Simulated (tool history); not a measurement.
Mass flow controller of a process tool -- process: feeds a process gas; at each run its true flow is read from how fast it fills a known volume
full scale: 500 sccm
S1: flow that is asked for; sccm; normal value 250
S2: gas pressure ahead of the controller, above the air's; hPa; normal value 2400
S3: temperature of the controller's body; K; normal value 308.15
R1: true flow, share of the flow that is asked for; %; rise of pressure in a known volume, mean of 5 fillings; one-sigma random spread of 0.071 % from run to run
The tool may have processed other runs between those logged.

run      day   S1    S2      S3     R1
  1    0.000  250  2400  308.15  97.71
  2   11.625  250  2400  303.15  97.91
  3   20.404  250  2400  303.15  97.78
  4   35.471  250  2400  303.15  97.78
  5   45.958  250  2400  303.15  97.66
  6   61.471  250  2400  303.15  97.54
  7   71.900  250  2400  303.15  97.37
  8   79.125  250  2400  303.15  97.37
  9   88.925  250  2400  303.15  97.41
 10  105.146  250  1930  308.15  97.03
 11  111.975  410  1930  308.15  97.53
 12  119.583  199  2400  308.15  96.84
 13  131.150  199  2400  308.15  96.69
 14  143.592  110  2400  308.15  95.59
 15  156.938  110  2400  308.15  95.37
 16  168.304  250  2400  307.15  96.78
 17  181.421  250  2400  307.15  96.70
 18  195.221  250  2400  307.15  96.58
 19  203.004  250  2400  308.15  96.53
 20  209.692  250  2400  294.15  97.14
 21  219.492   69  2400  308.15  93.24
 22  228.046   69  2400  308.15  93.22
 23  238.471   69  2400  308.15  93.05

Run 24 has not been measured yet. What should we expect?
 24  254.321  69  2400  308.15   ?

{"run 24": {"R1": 92.75}}
Had the tool carried no hidden state, the very same run would have given R1 99.18 %.
